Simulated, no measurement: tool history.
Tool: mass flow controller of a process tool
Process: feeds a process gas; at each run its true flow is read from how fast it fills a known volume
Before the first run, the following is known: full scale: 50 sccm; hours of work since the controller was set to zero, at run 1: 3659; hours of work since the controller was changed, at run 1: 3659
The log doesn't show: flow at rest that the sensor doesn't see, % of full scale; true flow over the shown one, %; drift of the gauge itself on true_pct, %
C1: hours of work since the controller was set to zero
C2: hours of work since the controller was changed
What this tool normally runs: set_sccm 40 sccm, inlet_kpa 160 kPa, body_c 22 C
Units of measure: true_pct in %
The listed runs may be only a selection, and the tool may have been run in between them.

Run 1, hour 0: usual settings; C1 3659; C2 3659. Result: true_pct 100.07 %.
Run 2, hour 114.5: usual settings but body_c 24 C; C1 3739; C2 3739. Result: true_pct 99.73 %.
Run 3, hour 192.9: usual settings but body_c 24 C; C1 3793; C2 3793. Result: true_pct 99.8 %.
Run 4, hour 271.2: usual settings; C1 3848; C2 3848. Result: true_pct 100.18 %.
Run 5, hour 420.8: usual settings but set_sccm 14 sccm; C1 3952; C2 3952. Result: true_pct 98.9 %.
Run 6, hour 578.2: usual settings but set_sccm 7 sccm; C1 4061; C2 4061. Result: true_pct 98.6 %.
Run 7, hour 712.6: usual settings but set_sccm 7 sccm; C1 4154; C2 4154. Result: true_pct 98.59 %.
Run 8, hour 791.5: usual settings but set_sccm 6 sccm; C1 4209; C2 4209. Result: true_pct 98.48 %.
At hour 815.1: controller's zero set anew.
Run 9, hour 949.8: usual settings but set_sccm 6 sccm; C1 94; C2 4319. Result: true_pct 98.57 %.
Run 10, hour 1088.5: usual settings; C1 190; C2 4415. Result: true_pct 100.35 %.
Run 11, hour 1197.5: usual settings but set_sccm 6 sccm; C1 266; C2 4491. Result: true_pct 98.76 %.
Run 12, hour 1283.9: usual settings but set_sccm 6 sccm; C1 326; C2 4551. Result: true_pct 98.75 %.
Run 13, hour 1437.2: usual settings but set_sccm 6 sccm; C1 432; C2 4657. Result: true_pct 98.83 %.
Run 14, hour 1599: usual settings but set_sccm 6 sccm; C1 544; C2 4770. Result: true_pct 98.94 %.
Run 15, hour 1743.4: usual settings; C1 645; C2 4870. Result: true_pct 100.76 %.
Run 16, hour 1895.8: usual settings but inlet_kpa 162 kPa; C1 751; C2 4976. Result: true_pct 100.75 %.
Run 17, hour 2004: usual settings but inlet_kpa 162 kPa, body_c 35 C; C1 826; C2 5051. Result: true_pct 99.51 %.
Run 18, hour 2153.5: usual settings; C1 930; C2 5155. Result: true_pct 100.86 %.
Run 19, hour 2320: usual settings; C1 1045; C2 5270. Result: true_pct 101.05 %.
Run 20, hour 2439.2: usual settings; C1 1128; C2 5353. Result: true_pct 101.16 %.
Run 21, hour 2542.6: usual settings; C1 1200; C2 5425. Result: true_pct 101.11 %.
Run 22, hour 2708.9: usual settings but inlet_kpa 166 kPa; C1 1315; C2 5540. Result: true_pct 101.15 %.
Run 23, hour 2868.1: usual settings but inlet_kpa 166 kPa; C1 1426; C2 5651. Result: true_pct 101.22 %.
At hour 2921.6: gauge calibrated.
Run 24, hour 3025.3: usual settings but inlet_kpa 166 kPa; C1 1535; C2 5760. Result: true_pct 100.09 %.
Run 25, hour 3097.5: usual settings but set_sccm 26 sccm, body_c 35 C; C1 1585; C2 5810. Result: true_pct 97.92 %.
Run 26, hour 3252.4: usual settings but set_sccm 25 sccm, inlet_kpa 161 kPa, body_c 25 C; C1 1693; C2 5918. Result: true_pct 99.16 %.
Run 27, hour 3372.6: usual settings but set_sccm 25 sccm, inlet_kpa 161 kPa, body_c 25 C; C1 1776; C2 6001. Result: true_pct 99.14 %.
Run 28, hour 3499.4: usual settings but set_sccm 32 sccm, inlet_kpa 243 kPa, body_c 25 C; C1 1864; C2 6089. Result: true_pct 99.17 %.
Run 29, hour 3663.6: usual settings but set_sccm 32 sccm, inlet_kpa 152 kPa, body_c 25 C; C1 1978; C2 6204. Result: true_pct 99.51 %.
Run 30, hour 3810.9: usual settings but inlet_kpa 202 kPa; C1 2081; C2 6306. Result: true_pct 100.27 %.
Run 31, hour 3964.6: usual settings but set_sccm 14 sccm, inlet_kpa 175 kPa; C1 2187; C2 6413. Result: true_pct 98.99 %.
Run 32, hour 4134.5: usual settings but set_sccm 7 sccm, inlet_kpa 280 kPa, body_c 26 C; C1 2305; C2 6531. Result: true_pct 97.78 %.
Run 33, hour 4279.3: usual settings but set_sccm 7 sccm, inlet_kpa 280 kPa, body_c 26 C; C1 2406; C2 6631. Result: true_pct 97.87 %.
Run 34, hour 4382.5: usual settings but set_sccm 28 sccm, inlet_kpa 250 kPa; C1 2478; C2 6703. Result: true_pct 99.54 %.
Run 35, hour 4483.1: usual settings but set_sccm 25 sccm, inlet_kpa 169 kPa; C1 2547; C2 6773. Result: true_pct 99.91 %.
Run 36, hour 4590.4: usual settings but set_sccm 8 sccm, inlet_kpa 159 kPa; C1 2622; C2 6847. Result: true_pct 99.06 %.
Run 37, hour 4698.4: usual settings but set_sccm 8 sccm, inlet_kpa 159 kPa; C1 2697; C2 6922. Result: true_pct 99.12 %.
Run 38, hour 4810.2: usual settings but set_sccm 6 sccm, inlet_kpa 182 kPa; C1 2775; C2 7000. Result: true_pct 99.07 %.
Run 39, hour 4954.2: usual settings but set_sccm 5 sccm, inlet_kpa 145 kPa, body_c 27 C; C1 2875; C2 7100. Result: true_pct 98.53 %.
Run 40, hour 5122.5: usual settings but body_c 39 C; C1 2992; C2 7217. Result: true_pct 99.03 %.
Run 41, hour 5198.1: usual settings but set_sccm 15 sccm, inlet_kpa 239 kPa; C1 3044; C2 7269. Result: true_pct 99.37 %.
Run 42, hour 5322.7: usual settings but set_sccm 31 sccm, inlet_kpa 161 kPa, body_c 33 C; C1 3131; C2 7356. Result: true_pct 99.36 %.
Run 43, hour 5492.6: usual settings but set_sccm 6 sccm, inlet_kpa 180 kPa, body_c 33 C; C1 3249; C2 7474. Result: true_pct 98.15 %.
Run 44, hour 5654.5: usual settings but set_sccm 9 sccm; C1 3361; C2 7586. Result: true_pct 99.6 %.
Run 45, hour 5774.4: usual settings but set_sccm 9 sccm; C1 3444; C2 7670. Result: true_pct 99.62 %.
Run 46, hour 5860.1: usual settings but set_sccm 9 sccm; C1 3504; C2 7729. Result: true_pct 99.76 %.
Run 47, hour 5976.9: usual settings but set_sccm 33 sccm, inlet_kpa 263 kPa, body_c 23 C; C1 3585; C2 7810. Result: true_pct 100.42 %.
Run 48, hour 6101.5: usual settings but set_sccm 8 sccm, inlet_kpa 192 kPa, body_c 23 C; C1 3672; C2 7897. Result: true_pct 99.45 %.

Entry by entry between the runs, the difference in hidden state between the last listed run before and the first listed run after:
In the gap between runs 8 and 9: controller's zero set anew (hour 815.1)
  flow at rest that the sensor doesn't see, % of full scale: 0.004 -> 0; drift of the gauge itself on true_pct, %: 0.35 -> 0.42
  measured less the result without the state, true_pct: +0.38 -> +0.41 %
In the gap between runs 23 and 24: gauge calibrated (hour 2921.6)
  drift of the gauge itself on true_pct, %: 1.27 -> 0.05
  measured less the result without the state, true_pct: +1.27 -> +0.05 %

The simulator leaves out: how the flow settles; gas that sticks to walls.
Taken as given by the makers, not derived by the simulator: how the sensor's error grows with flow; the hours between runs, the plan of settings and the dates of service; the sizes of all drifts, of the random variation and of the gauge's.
